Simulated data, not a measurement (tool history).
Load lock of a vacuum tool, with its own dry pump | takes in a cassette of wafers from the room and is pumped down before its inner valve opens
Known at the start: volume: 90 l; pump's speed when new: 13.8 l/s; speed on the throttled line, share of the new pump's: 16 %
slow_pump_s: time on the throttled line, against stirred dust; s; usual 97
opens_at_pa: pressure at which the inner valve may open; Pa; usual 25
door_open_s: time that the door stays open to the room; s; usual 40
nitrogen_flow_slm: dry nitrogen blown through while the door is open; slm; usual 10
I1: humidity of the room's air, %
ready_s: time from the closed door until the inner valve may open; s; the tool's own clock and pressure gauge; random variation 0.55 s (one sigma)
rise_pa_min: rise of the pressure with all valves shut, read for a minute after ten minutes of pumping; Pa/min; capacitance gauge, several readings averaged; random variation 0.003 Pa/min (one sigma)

run 1 hour=0 | slow_pump_s=97 opens_at_pa=25 door_open_s=40 nitrogen_flow_slm=10 | I1=47 | ready_s=136.6 rise_pa_min=0.024
run 2 hour=96.3 | slow_pump_s=97 opens_at_pa=25 door_open_s=40 nitrogen_flow_slm=10 | I1=45.9 | ready_s=137.4 rise_pa_min=0.017
run 3 hour=205.2 | slow_pump_s=97 opens_at_pa=25 door_open_s=40 nitrogen_flow_slm=10 | I1=43.5 | ready_s=137.9 rise_pa_min=0.022
run 4 hour=297.9 | slow_pump_s=97 opens_at_pa=25 door_open_s=40 nitrogen_flow_slm=44 | I1=43.4 | ready_s=139.1 rise_pa_min=0.01
run 5 hour=396.9 | slow_pump_s=97 opens_at_pa=25 door_open_s=40 nitrogen_flow_slm=44 | I1=47.7 | ready_s=139.1 rise_pa_min=0.012
run 6 hour=488.1 | slow_pump_s=97 opens_at_pa=25 door_open_s=40 nitrogen_flow_slm=44 | I1=47.3 | ready_s=138.6 rise_pa_min=0.012
run 7 hour=555.4 | slow_pump_s=97 opens_at_pa=25 door_open_s=40 nitrogen_flow_slm=10 | I1=46.4 | ready_s=137.5 rise_pa_min=0.02
run 8 hour=648.7 | slow_pump_s=97 opens_at_pa=25 door_open_s=40 nitrogen_flow_slm=10 | I1=43.4 | ready_s=138.3 rise_pa_min=0.027
run 9 hour=752.4 | slow_pump_s=97 opens_at_pa=25 door_open_s=40 nitrogen_flow_slm=10 | I1=44.1 | ready_s=137.5 rise_pa_min=0.022
run 10 hour=812.9 | slow_pump_s=109 opens_at_pa=25 door_open_s=40 nitrogen_flow_slm=10 | I1=43.8 | ready_s=149.1 rise_pa_min=0.027
run 11 hour=915.6 | slow_pump_s=109 opens_at_pa=25 door_open_s=65 nitrogen_flow_slm=10 | I1=44.8 | ready_s=147.8 rise_pa_min=0.024
run 12 hour=1015.5 | slow_pump_s=109 opens_at_pa=25 door_open_s=65 nitrogen_flow_slm=10 | I1=43.5 | ready_s=148.1 rise_pa_min=0.028
run 13 hour=1120 | slow_pump_s=109 opens_at_pa=25 door_open_s=65 nitrogen_flow_slm=10 | I1=49.5 | ready_s=148.8 rise_pa_min=0.032
run 14 hour=1204.1 | slow_pump_s=109 opens_at_pa=25 door_open_s=65 nitrogen_flow_slm=10 | I1=44.1 | ready_s=149.7 rise_pa_min=0.028
run 15 hour=1294 | slow_pump_s=109 opens_at_pa=25 door_open_s=65 nitrogen_flow_slm=10 | I1=45.3 | ready_s=148.6 rise_pa_min=0.031
run 16 hour=1419.3 | slow_pump_s=88 opens_at_pa=25 door_open_s=65 nitrogen_flow_slm=10 | I1=46.5 | ready_s=131.5 rise_pa_min=0.034
run 17 hour=1495.4 | slow_pump_s=97 opens_at_pa=25 door_open_s=51 nitrogen_flow_slm=10 | I1=46.7 | ready_s=139.1 rise_pa_min=0.032
run 18 hour=1562 | slow_pump_s=97 opens_at_pa=25 door_open_s=40 nitrogen_flow_slm=10 | I1=43.7 | ready_s=138 rise_pa_min=0.025
run 19 hour=1667.2 | slow_pump_s=97 opens_at_pa=25 door_open_s=40 nitrogen_flow_slm=10 | I1=45.7 | ready_s=139 rise_pa_min=0.018
run 20 hour=1755.3 | slow_pump_s=97 opens_at_pa=25 door_open_s=198 nitrogen_flow_slm=10 | I1=42.9 | ready_s=139 rise_pa_min=0.06
run 21 hour=1852 | slow_pump_s=97 opens_at_pa=20 door_open_s=198 nitrogen_flow_slm=10 | I1=44.1 | ready_s=140.7 rise_pa_min=0.055
run 22 hour=1969.3 | slow_pump_s=75 opens_at_pa=20 door_open_s=67 nitrogen_flow_slm=10 | I1=42.1 | ready_s=122.5 rise_pa_min=0.026
run 23 hour=2084.9 | slow_pump_s=162 opens_at_pa=20 door_open_s=67 nitrogen_flow_slm=4 | I1=45.9 | ready_s=193.8 rise_pa_min=0.045
run 24 hour=2204.1 | slow_pump_s=162 opens_at_pa=20 door_open_s=67 nitrogen_flow_slm=4 | I1=44.3 | ready_s=195.3 rise_pa_min=0.046
run 25 hour=2259.9 | slow_pump_s=162 opens_at_pa=20 door_open_s=67 nitrogen_flow_slm=4 | I1=44 | ready_s=193.5 rise_pa_min=0.038
run 26 hour=2376.5 | slow_pump_s=135 opens_at_pa=20 door_open_s=67 nitrogen_flow_slm=4 | I1=49.4 | ready_s=172.6 rise_pa_min=0.046
run 27 hour=2433.5 | slow_pump_s=178 opens_at_pa=20 door_open_s=40 nitrogen_flow_slm=4 | I1=43.1 | ready_s=208.1 rise_pa_min=0.027
run 28 hour=2521.3 | slow_pump_s=178 opens_at_pa=20 door_open_s=40 nitrogen_flow_slm=4 | I1=44.9 | ready_s=206.8 rise_pa_min=0.035
run 29 hour=2633.9 | slow_pump_s=178 opens_at_pa=20 door_open_s=40 nitrogen_flow_slm=4 | I1=44.1 | ready_s=208.4 rise_pa_min=0.035
run 30 hour=2704.7 | slow_pump_s=158 opens_at_pa=20 door_open_s=106 nitrogen_flow_slm=16 | I1=44.7 | ready_s=192.8 rise_pa_min=0.029
run 31 hour=2806.5 | slow_pump_s=97 opens_at_pa=25 door_open_s=167 nitrogen_flow_slm=10 | I1=44.8 | ready_s=139.7 rise_pa_min=0.055
run 32 hour=2862.1 | slow_pump_s=97 opens_at_pa=25 door_open_s=167 nitrogen_flow_slm=10 | I1=45.6 | ready_s=139.2 rise_pa_min=0.055
run 33 hour=2952 | slow_pump_s=49 opens_at_pa=25 door_open_s=167 nitrogen_flow_slm=7 | I1=45 | ready_s=100.5 rise_pa_min=0.059
run 34 hour=3036.2 | slow_pump_s=49 opens_at_pa=25 door_open_s=167 nitrogen_flow_slm=7 | I1=48.8 | ready_s=100.5 rise_pa_min=0.065
run 35 hour=3110.2 | slow_pump_s=49 opens_at_pa=25 door_open_s=61 nitrogen_flow_slm=7 | I1=47.1 | ready_s=100.2 rise_pa_min=0.037
run 36 hour=3193.4 | slow_pump_s=186 opens_at_pa=45 door_open_s=192 nitrogen_flow_slm=28 | I1=43 | ready_s=207.7 rise_pa_min=0.032
run 37 hour=3292 | slow_pump_s=90 opens_at_pa=31 door_open_s=40 nitrogen_flow_slm=38 | I1=46.5 | ready_s=132.7 rise_pa_min=0.015

Forecast each of these 4 alternatives for the next run:
run A hour=3408 | slow_pump_s=97 opens_at_pa=33 door_open_s=54 nitrogen_flow_slm=10 | I1=46.1 | ready_s=? rise_pa_min=?
run B hour=3408 | slow_pump_s=85 opens_at_pa=25 door_open_s=40 nitrogen_flow_slm=10 | I1=46.8 | ready_s=? rise_pa_min=?
run C hour=3408 | slow_pump_s=90 opens_at_pa=22 door_open_s=40 nitrogen_flow_slm=38 | I1=50.3 | ready_s=? rise_pa_min=?
run D hour=3408 | slow_pump_s=48 opens_at_pa=49 door_open_s=40 nitrogen_flow_slm=38 | I1=41.5 | ready_s=? rise_pa_min=?

run=A ready_s=137.6 rise_pa_min=0.033
run=B ready_s=129.6 rise_pa_min=0.03
run=C ready_s=135.1 rise_pa_min=0.02
run=D ready_s=94.5 rise_pa_min=0.018
Without the tool's hidden state the same runs would have given:
run=A ready_s=133.7 rise_pa_min=0.023
run=B ready_s=125.2 rise_pa_min=0.019
run=C ready_s=130.7 rise_pa_min=0.009
run=D ready_s=89.8 rise_pa_min=0.007

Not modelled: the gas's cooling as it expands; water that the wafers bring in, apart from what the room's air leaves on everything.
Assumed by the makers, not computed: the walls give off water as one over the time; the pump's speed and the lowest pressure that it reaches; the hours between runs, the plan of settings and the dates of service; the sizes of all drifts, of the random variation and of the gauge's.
